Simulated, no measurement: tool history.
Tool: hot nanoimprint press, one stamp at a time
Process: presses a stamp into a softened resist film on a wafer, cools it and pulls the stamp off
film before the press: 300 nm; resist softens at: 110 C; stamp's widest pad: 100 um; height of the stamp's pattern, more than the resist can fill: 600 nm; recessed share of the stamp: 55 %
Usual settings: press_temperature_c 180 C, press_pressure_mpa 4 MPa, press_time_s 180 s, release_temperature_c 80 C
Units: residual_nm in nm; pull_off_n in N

run 1 hour=0 | press_temperature_c=180 press_pressure_mpa=4 press_time_s=180 release_temperature_c=80 | residual_nm=117.4 pull_off_n=104
run 2 hour=9.7 | press_temperature_c=180 press_pressure_mpa=4 press_time_s=180 release_temperature_c=80 | residual_nm=120.3 pull_off_n=108
run 3 hour=16.9 | press_temperature_c=180 press_pressure_mpa=4 press_time_s=180 release_temperature_c=80 | residual_nm=116.5 pull_off_n=101
run 4 hour=28 | press_temperature_c=180 press_pressure_mpa=4 press_time_s=238 release_temperature_c=80 | residual_nm=105 pull_off_n=101
run 5 hour=35.6 | press_temperature_c=180 press_pressure_mpa=4 press_time_s=180 release_temperature_c=80 | residual_nm=117.8 pull_off_n=100
run 6 hour=46.4 | press_temperature_c=180 press_pressure_mpa=4 press_time_s=180 release_temperature_c=80 | residual_nm=116.3 pull_off_n=104
run 7 hour=55.1 | press_temperature_c=184 press_pressure_mpa=4 press_time_s=180 release_temperature_c=80 | residual_nm=96 pull_off_n=105
run 8 hour=66.1 | press_temperature_c=184 press_pressure_mpa=4 press_time_s=180 release_temperature_c=80 | residual_nm=95.2 pull_off_n=101
run 9 hour=77.5 | press_temperature_c=180 press_pressure_mpa=4 press_time_s=180 release_temperature_c=80 | residual_nm=117.3 pull_off_n=108
run 10 hour=83.8 | press_temperature_c=180 press_pressure_mpa=4 press_time_s=180 release_temperature_c=80 | residual_nm=117.8 pull_off_n=103
run 11 hour=91.9 | press_temperature_c=180 press_pressure_mpa=4 press_time_s=180 release_temperature_c=80 | residual_nm=118.1 pull_off_n=102
run 12 hour=98.3 | press_temperature_c=180 press_pressure_mpa=4 press_time_s=180 release_temperature_c=80 | residual_nm=118.4 pull_off_n=104
run 13 hour=104.6 | press_temperature_c=180 press_pressure_mpa=4 press_time_s=180 release_temperature_c=80 | residual_nm=117.4 pull_off_n=108
run 14 hour=116.8 | press_temperature_c=180 press_pressure_mpa=4 press_time_s=129 release_temperature_c=80 | residual_nm=132.3 pull_off_n=102
-- hour=125.8 stamp cleaned and given a new release coat
run 15 hour=128.7 | press_temperature_c=180 press_pressure_mpa=4 press_time_s=180 release_temperature_c=80 | residual_nm=116.1 pull_off_n=101
-- hour=143.3 plate thermocouple calibrated
run 16 hour=144.8 | press_temperature_c=169 press_pressure_mpa=4 press_time_s=160 release_temperature_c=80 | residual_nm=204.9 pull_off_n=105
run 17 hour=151.9 | press_temperature_c=174 press_pressure_mpa=4 press_time_s=180 release_temperature_c=65 | residual_nm=159.4 pull_off_n=144
run 18 hour=162.4 | press_temperature_c=180 press_pressure_mpa=3.66 press_time_s=172 release_temperature_c=88 | residual_nm=125.3 pull_off_n=80
run 19 hour=173.1 | press_temperature_c=180 press_pressure_mpa=3.66 press_time_s=172 release_temperature_c=88 | residual_nm=124.3 pull_off_n=83
run 20 hour=182.5 | press_temperature_c=172 press_pressure_mpa=4 press_time_s=346 release_temperature_c=80 | residual_nm=140.3 pull_off_n=104
run 21 hour=195.2 | press_temperature_c=180 press_pressure_mpa=4 press_time_s=180 release_temperature_c=68 | residual_nm=117.6 pull_off_n=135
run 22 hour=205.1 | press_temperature_c=192 press_pressure_mpa=3.17 press_time_s=129 release_temperature_c=78 | residual_nm=84.9 pull_off_n=111
run 23 hour=212.8 | press_temperature_c=180 press_pressure_mpa=2.54 press_time_s=222 release_temperature_c=68 | residual_nm=132.9 pull_off_n=138
run 24 hour=226 | press_temperature_c=189 press_pressure_mpa=3.84 press_time_s=333 release_temperature_c=78 | residual_nm=58.1 pull_off_n=108
run 25 hour=235.2 | press_temperature_c=180 press_pressure_mpa=4 press_time_s=109 release_temperature_c=80 | residual_nm=141.2 pull_off_n=106
run 26 hour=243.3 | press_temperature_c=182 press_pressure_mpa=4 press_time_s=180 release_temperature_c=80 | residual_nm=107.3 pull_off_n=99
run 27 hour=255.9 | press_temperature_c=188 press_pressure_mpa=2.83 press_time_s=212 release_temperature_c=84 | residual_nm=89.8 pull_off_n=93
run 28 hour=263.2 | press_temperature_c=183 press_pressure_mpa=2.83 press_time_s=212 release_temperature_c=84 | residual_nm=112.6 pull_off_n=93
-- hour=274.4 stamp cleaned and given a new release coat
run 29 hour=280.2 | press_temperature_c=172 press_pressure_mpa=4 press_time_s=217 release_temperature_c=80 | residual_nm=163 pull_off_n=103

Forecast each of these 4 alternatives for the next run:
run A hour=293.6 | press_temperature_c=190 press_pressure_mpa=4 press_time_s=180 release_temperature_c=68 | residual_nm=? pull_off_n=?
run B hour=293.6 | press_temperature_c=187 press_pressure_mpa=3.38 press_time_s=217 release_temperature_c=87 | residual_nm=? pull_off_n=?
run C hour=293.6 | press_temperature_c=184 press_pressure_mpa=3.07 press_time_s=177 release_temperature_c=80 | residual_nm=? pull_off_n=?
run D hour=293.6 | press_temperature_c=172 press_pressure_mpa=2.6 press_time_s=308 release_temperature_c=84 | residual_nm=? pull_off_n=?

run=A residual_nm=71 pull_off_n=134
run=B residual_nm=83.5 pull_off_n=87
run=C residual_nm=110.3 pull_off_n=102
run=D residual_nm=175.4 pull_off_n=95
Without the tool's hidden state the same runs would have given:
run=A residual_nm=71 pull_off_n=134
run=B residual_nm=83.4 pull_off_n=87
run=C residual_nm=110.2 pull_off_n=102
run=D residual_nm=175.2 pull_off_n=95
